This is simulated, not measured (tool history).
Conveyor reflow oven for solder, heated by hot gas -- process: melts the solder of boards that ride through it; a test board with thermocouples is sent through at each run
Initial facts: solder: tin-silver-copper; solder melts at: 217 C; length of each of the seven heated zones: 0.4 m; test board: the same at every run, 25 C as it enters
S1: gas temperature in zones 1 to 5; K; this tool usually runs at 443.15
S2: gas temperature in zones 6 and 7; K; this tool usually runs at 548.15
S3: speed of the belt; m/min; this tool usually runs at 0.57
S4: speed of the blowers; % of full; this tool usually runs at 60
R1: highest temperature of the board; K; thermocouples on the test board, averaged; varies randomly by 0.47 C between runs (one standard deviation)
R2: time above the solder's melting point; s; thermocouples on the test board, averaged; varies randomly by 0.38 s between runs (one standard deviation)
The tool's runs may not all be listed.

Run 1, day 0: usual settings. Result: R1 527.35 K, R2 62 s.
Run 2, day 1.196: usual settings but S1 439.15 K. Result: R1 526.55 K, R2 60.3 s.
Run 3, day 2.433: usual settings but S1 439.15 K. Result: R1 526.55 K, R2 60.6 s.
Run 4, day 3.371: usual settings but S1 433.15 K. Result: R1 524.65 K, R2 56.7 s.
Run 5, day 4.633: usual settings but S3 0.549 m/min. Result: R1 528.15 K, R2 67 s.
Run 6, day 5.925: usual settings. Result: R1 527.75 K, R2 61.9 s.
Run 7, day 7.083: usual settings but S4 58 % of full. Result: R1 525.65 K, R2 61.4 s.
Run 8, day 8.146: usual settings but S2 549.15 K. Result: R1 527.85 K, R2 62.7 s.
At day 9.171: flux residue cleaned out of gas plates and filters.
Run 9, day 9.571: usual settings but S1 439.15 K, S2 556.15 K, S3 0.569 m/min, S4 76 % of full. Result: R1 538.15 K, R2 69.3 s.
Run 10, day 10.579: usual settings but S1 449.15 K, S2 556.15 K, S3 0.623 m/min, S4 76 % of full. Result: R1 535.85 K, R2 65.5 s.
Run 11, day 11.825: usual settings but S1 449.15 K, S2 556.15 K, S3 0.623 m/min, S4 76 % of full. Result: R1 535.75 K, R2 65.4 s.
Run 12, day 13.046: usual settings but S1 457.15 K, S4 86 % of full. Result: R1 534.65 K, R2 75 s.

Forecast run 13:
Run 13, day 14.417: usual settings but S1 457.15 K, S4 86 % of full. Result: R1 ?, R2 ?.

Logged for run 13: R1 534.45 K, R2 74.6 s.
With no hidden state in the tool, this same run would have given R1 534.95 K, R2 74 s.
